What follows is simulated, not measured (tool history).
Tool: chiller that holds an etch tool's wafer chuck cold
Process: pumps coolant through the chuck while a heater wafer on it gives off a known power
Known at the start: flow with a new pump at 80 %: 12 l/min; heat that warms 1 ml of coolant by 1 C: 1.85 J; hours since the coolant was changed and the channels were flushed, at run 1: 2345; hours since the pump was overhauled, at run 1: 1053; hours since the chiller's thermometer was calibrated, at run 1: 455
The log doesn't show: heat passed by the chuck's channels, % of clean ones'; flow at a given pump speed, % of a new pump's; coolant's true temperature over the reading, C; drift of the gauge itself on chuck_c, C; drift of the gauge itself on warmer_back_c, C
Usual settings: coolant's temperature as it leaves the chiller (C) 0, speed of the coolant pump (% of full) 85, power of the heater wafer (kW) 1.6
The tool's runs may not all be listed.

| run | hour | coolant's temperature as it leaves the chiller (C) | speed of the coolant pump (% of full) | power of the heater wafer (kW) | hours since the coolant was changed and the channels were flushed | hours since the pump was overhauled | hours since the chiller's thermometer was calibrated | chuck's temperature once it has settled (C) | how much warmer the coolant comes back (C) |
|---|---|---|---|---|---|---|---|---|---|
| 1 | 0 | 0 | 85 | 1.6 | 2345 | 1053 | 455 | 14.3 | 4.11 |
| 2 | 47.4 | 0 | 85 | 1.6 | 2393 | 1100 | 502 | 14.6 | 4.06 |
| 3 | 72.6 | 0 | 82 | 1.6 | 2418 | 1125 | 528 | 14.9 | 4.17 |
| 4 | 110.8 | -8 | 85 | 1.6 | 2456 | 1164 | 566 | 6.3 | 3.98 |
| 5 | 150.7 | -8 | 85 | 1.6 | 2496 | 1203 | 606 | 6.2 | 3.95 |
| 6 | 189 | -8 | 78 | 1.6 | 2534 | 1242 | 644 | 7.4 | 4.32 |
| 7 | 216.4 | -8 | 78 | 1.6 | 2562 | 1269 | 672 | 7.4 | 4.27 |
| 8 | 244.7 | -8 | 78 | 1.6 | 2590 | 1297 | 700 | 7.3 | 4.27 |
| 9 | 267.7 | -8 | 78 | 1.6 | 2613 | 1321 | 723 | 7.6 | 4.24 |
| 10 | 309.2 | -8 | 78 | 1.6 | 2655 | 1362 | 764 | 7.3 | 4.17 |
| 11 | 351.6 | 3 | 71 | 1.69 | 2697 | 1404 | 807 | 20.4 | 4.89 |
| 12 | 377.4 | 2 | 69 | 2.032 | 2723 | 1430 | 833 | 23.9 | 6.06 |
| 13 | 423.2 | 2 | 69 | 2.032 | 2769 | 1476 | 878 | 23.7 | 6.14 |
| 14 | 447.7 | 2 | 69 | 2.032 | 2793 | 1501 | 903 | 23.7 | 6.04 |
|  | 476.7 | gauge calibrated |
| 15 | 498.4 | 2 | 69 | 2.032 | 2844 | 1551 | 953 | 23.6 | 6.4 |
| 16 | 520.8 | 2 | 69 | 2.032 | 2866 | 1574 | 976 | 23.6 | 6.31 |
| 17 | 568.1 | 2 | 69 | 2.032 | 2913 | 1621 | 1023 | 23.7 | 6.31 |
| 18 | 617.4 | 2 | 69 | 2.032 | 2963 | 1670 | 1072 | 23.6 | 6.21 |
| 19 | 656.7 | 6 | 85 | 1.101 | 3002 | 1710 | 1112 | 15.9 | 2.69 |
| 20 | 681.8 | 6 | 85 | 1.101 | 3027 | 1735 | 1137 | 15.8 | 2.69 |

Forecast each of these 4 alternatives for the next run:
| A | 733.2 | -2 | 85 | 0.835 | 3079 | 1786 | 1188 | ? | ? |
| B | 733.2 | 0 | 83 | 1.636 | 3079 | 1786 | 1188 | ? | ? |
| C | 733.2 | 0 | 85 | 2.105 | 3079 | 1786 | 1188 | ? | ? |
| D | 733.2 | -6 | 74 | 1.302 | 3079 | 1786 | 1188 | ? | ? |

| run | chuck's temperature once it has settled (C) | how much warmer the coolant comes back (C) |
|---|---|---|
| A | 5.6 | 1.89 |
| B | 15 | 4.08 |
| C | 19 | 5.19 |
| D | 7.1 | 3.65 |
Without the tool's hidden state the same runs would have given:
| run | chuck's temperature once it has settled (C) | how much warmer the coolant comes back (C) |
|---|---|---|
| A | 5.6 | 2.08 |
| B | 15 | 4.27 |
| C | 19 | 5.38 |
| D | 7.1 | 3.84 |
